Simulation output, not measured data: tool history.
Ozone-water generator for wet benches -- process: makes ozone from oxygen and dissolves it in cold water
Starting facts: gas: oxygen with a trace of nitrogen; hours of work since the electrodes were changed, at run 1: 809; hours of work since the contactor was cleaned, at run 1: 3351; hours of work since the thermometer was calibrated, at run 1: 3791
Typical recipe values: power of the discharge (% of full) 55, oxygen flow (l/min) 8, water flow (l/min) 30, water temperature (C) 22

run	hour	power of the discharge (% of full)	oxygen flow (l/min)	water flow (l/min)	water temperature (C)	hours of work since the electrodes were changed	hours of work since the contactor was cleaned	hours of work since the thermometer was calibrated	dissolved ozone (ppm)	ozone in the gas ahead of the water (g/m3)
1	0	55	8	30	22	809	3351	3791	20.8	187.6
# hour 30.5: water thermometer calibrated
2	52	55	8	30	22	856	3399	20	20.9	186.5
3	95.8	69	8	30	22	896	3439	60	23.3	215.7
4	139.6	69	8	30	22	937	3479	100	23.2	214.1
5	178.4	69	8	30	22	972	3515	136	23.3	214.4
6	208.7	55	8	30	15	1000	3542	164	23.2	188.3
7	260.1	55	8	30	15	1047	3590	211	22.9	186.3
8	312.1	55	8	30	15	1095	3637	259	22.7	188.8
9	364.1	55	10.69	30	15	1143	3685	306	23.7	165.2
10	409.3	55	10.69	30	15	1184	3727	348	23.3	164
11	440.2	55	8	30	22	1213	3755	376	20.7	186.3
12	467.6	55	8	30	22	1238	3780	401	20.6	189
13	508.6	77	8	30	22	1276	3818	439	24.5	223.7
14	553.5	77	8	30	22	1317	3859	480	24.2	222.5
15	575.6	77	8	30	22	1337	3879	501	24.6	221.2
16	616.8	55	8	30	22	1375	3917	539	20.5	186.4
17	641.3	55	7.58	40	23	1397	3940	561	16.2	191.9
18	682.3	76	6.08	39	17	1435	3978	599	20.2	249
19	718.3	76	6.08	29	17	1468	4011	632	25.4	248.1
20	758.4	76	6.85	48	26	1505	4047	669	15.6	234.8
21	784	53	6.85	48	26	1528	4071	692	12.9	194.2
22	824.1	55	13.76	48	26	1565	4108	729	14.3	144.2
23	854.7	55	13.76	48	26	1593	4136	757	14.1	145
24	903.6	82	12.91	30	22	1638	4181	802	24.7	182.8
25	951.3	82	12.91	30	23	1682	4225	846	24.3	181.4
# hour 964.2: contactor cleaned
26	993.1	82	12.91	30	15	1717	27	881	29.7	183
27	1043.1	55	8	19	22	1763	72	926	27.8	183.3
28	1093.1	55	8	30	15	1809	118	972	23.3	183.7
29	1129.2	55	8	21	15	1842	152	1006	29.4	184.3
30	1164.7	55	8	19	29	1875	184	1038	23.7	182.4
31	1214.8	55	6.37	35	22	1921	230	1084	18.3	203.9
32	1262.5	49	11.86	30	22	1964	274	1128	20	143.3

Branching from run 32: 3 alternative next runs. What would each branch give?
A	1307.3	89	11.86	30	19	2006	315	1169	?	?
B	1307.3	92	11.86	30	25	2006	315	1169	?	?
C	1307.3	68	11.29	30	19	2006	315	1169	?	?

run	dissolved ozone (ppm)	ozone in the gas ahead of the water (g/m3)
A	28.7	194.7
B	26	198.1
C	25	174.6
The same runs, with their run-to-run variation unchanged, on a tool lacking any hidden condition would have given:
run	dissolved ozone (ppm)	ozone in the gas ahead of the water (g/m3)
A	31.9	214.1
B	28.9	218.2
C	27.4	189.7

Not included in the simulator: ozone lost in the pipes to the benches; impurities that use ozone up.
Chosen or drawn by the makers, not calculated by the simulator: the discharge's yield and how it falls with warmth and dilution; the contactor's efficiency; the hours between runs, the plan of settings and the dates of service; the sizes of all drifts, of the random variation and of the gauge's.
